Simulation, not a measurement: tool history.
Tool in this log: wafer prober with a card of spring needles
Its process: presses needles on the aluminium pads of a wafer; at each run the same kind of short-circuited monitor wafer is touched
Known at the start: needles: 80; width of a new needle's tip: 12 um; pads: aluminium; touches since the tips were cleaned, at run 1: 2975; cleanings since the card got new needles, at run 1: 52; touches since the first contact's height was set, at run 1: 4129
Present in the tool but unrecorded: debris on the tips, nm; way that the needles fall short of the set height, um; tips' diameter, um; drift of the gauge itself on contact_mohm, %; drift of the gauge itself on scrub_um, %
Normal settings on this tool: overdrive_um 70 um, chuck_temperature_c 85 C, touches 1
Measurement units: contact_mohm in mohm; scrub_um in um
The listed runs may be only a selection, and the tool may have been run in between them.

run   hour  overdrive_um  chuck_temperature_c  touches  touches since the tips were cleaned  cleanings since the card got new needles  touches since the first contact's height was set  contact_mohm  scrub_um
  1      0            70                   85        1                                 2975                                        52                                              4129           269     12.19
       5.1  -- tips cleaned on abrasive film
      19.8  -- tips cleaned on abrasive film
  2   24.4            70                   27        1                                 1595                                        54                                             12450           245     12.22
      33.9  -- tips cleaned on abrasive film
  3   44.2            70                   27        1                                 3547                                        55                                             19231           259     12.18
      47.7  -- tips cleaned on abrasive film
      63.1  -- tips cleaned on abrasive film
  4   72.4            70                   27        1                                 3188                                        57                                             28834           260     12.16
      77.6  -- tips cleaned on abrasive film
  5   88.8            70                  115        1                                 3874                                        58                                             34455           280     12.14
      91.2  -- tips cleaned on abrasive film
     105.8  -- tips cleaned on abrasive film
  6  113.8            70                   85        1                                 2750                                        60                                             42964           267     12.15
     120.5  -- tips cleaned on abrasive film
     134.6  -- tips cleaned on abrasive film
  7  143.1            70                   85        1                                 2947                                        62                                             52984           269     12.15
     149.5  -- tips cleaned on abrasive film
     163.7  -- tips cleaned on abrasive film
  8  172.3            70                   85        2                                 2988                                        64                                             62959           259     12.06
     177.5  -- tips cleaned on abrasive film
     192.1  -- tips cleaned on abrasive film
  9  202.5            70                   85        2                                 3553                                        66                                             73245           264        12
     206.3  -- tips cleaned on abrasive film
 10  219.2            70                   85        2                                 4417                                        67                                             78961           269     11.93
     221.2  -- tips cleaned on abrasive film
 11  233.8            70                   85        1                                 4343                                        68                                             83954           279     11.92
     235.3  -- tips cleaned on abrasive film
     249.3  -- tips cleaned on abrasive film
 12  254.7            70                   85        2                                 1885                                        70                                             91076           261     11.93
     263.6  -- tips cleaned on abrasive film
 13  271.1            70                   42        1                                 2574                                        71                                             96658           257     11.86
     277.8  -- tips cleaned on abrasive film
 14  290.1            70                   42        1                                 4248                                        72                                            103178           270      11.9
     292.7  -- tips cleaned on abrasive film
       308  -- tips cleaned on abrasive film
 15  308.6            70                   85        1                                  180                                        74                                            109438           253     11.73
       322  -- tips cleaned on abrasive film
     336.9  -- tips cleaned on abrasive film
 16  336.9            70                   85        1                                    0                                        76                                            119106           248     11.82
     351.5  -- tips cleaned on abrasive film
 17  359.2            70                   85        1                                 2616                                        77                                            126728           273     11.79
       366  -- tips cleaned on abrasive film
 18    376            70                   85        1                                 3428                                        78                                            132481           270      11.8
     380.5  -- tips cleaned on abrasive film
 19  391.3            70                   85        1                                 3719                                        79                                            137709           278     11.78
     394.3  -- tips cleaned on abrasive film
     396.8  -- height of the first contact set anew
     408.8  -- tips cleaned on abrasive film
 20  419.2            70                   85        1                                 3567                                        81                                              7656           275     12.24
     423.5  -- tips cleaned on abrasive film
 21    432            67                   88        1                                 2905                                        82                                             12005           271     11.61
     438.9  -- tips cleaned on abrasive film
       453  -- tips cleaned on abrasive film
 22  455.4            67                   88        1                                  834                                        84                                             19990           259      11.7
     468.8  -- tips cleaned on abrasive film
 23    475            63                   28        1                                 2129                                        85                                             26693           258        11
     484.2  -- tips cleaned on abrasive film
     499.2  -- tips cleaned on abrasive film
 24  499.7            60                   29        3                                  182                                        87                                             35116           236     10.43
     513.9  -- tips cleaned on abrasive film
 25  522.8            56                   56        1                                 3052                                        88                                             43026           287      9.65
     529.4  -- tips cleaned on abrasive film
     543.3  -- tips cleaned on abrasive film
 26  543.4            70                   33        1                                   29                                        90                                             50025           235     12.12
     557.4  -- tips cleaned on abrasive film
 27  564.2            57                   37        2                                 2354                                        91                                             57169           267      9.85
     572.3  -- tips cleaned on abrasive film
     586.6  -- tips cleaned on abrasive film
 28  590.6            60                   85        2                                 1375                                        93                                             66171           265     10.26
     600.5  -- tips cleaned on abrasive film
 29  609.7            64                   65        2                                 3184                                        94                                             72706           268     10.96
     614.1  -- tips cleaned on abrasive film
     629.4  -- tips cleaned on abrasive film
 30  630.7            64                   65        2                                  465                                        96                                             79854           245     10.99
     644.1  -- tips cleaned on abrasive film
 31  649.1            82                   65        2                                 1702                                        97                                             86128           250     13.99

Here are 4 independent what-if runs from the current tool condition. What would each one return?
     658.5  -- tips cleaned on abrasive film
     673.4  -- tips cleaned on abrasive film
  A  674.6            81                   30        1                                  397                                        99                                             94829             ?         ?
     658.5  -- tips cleaned on abrasive film
     673.4  -- tips cleaned on abrasive film
  B  674.6            81                   60        1                                  397                                        99                                             94829             ?         ?
     658.5  -- tips cleaned on abrasive film
     673.4  -- tips cleaned on abrasive film
  C  674.6            57                   40        2                                  397                                        99                                             94829             ?         ?
     658.5  -- tips cleaned on abrasive film
     673.4  -- tips cleaned on abrasive film
  D  674.6            82                   55        1                                  397                                        99                                             94829             ?         ?

run  contact_mohm  scrub_um
  A           235     13.86
  B           244      13.9
  C           244      9.56
  D           243     14.08
Stripped of hidden state, with their random variation kept, the same runs would have yielded:
run  contact_mohm  scrub_um
  A           227     14.21
  B           236     14.24
  C           232       9.9
  D           235     14.43
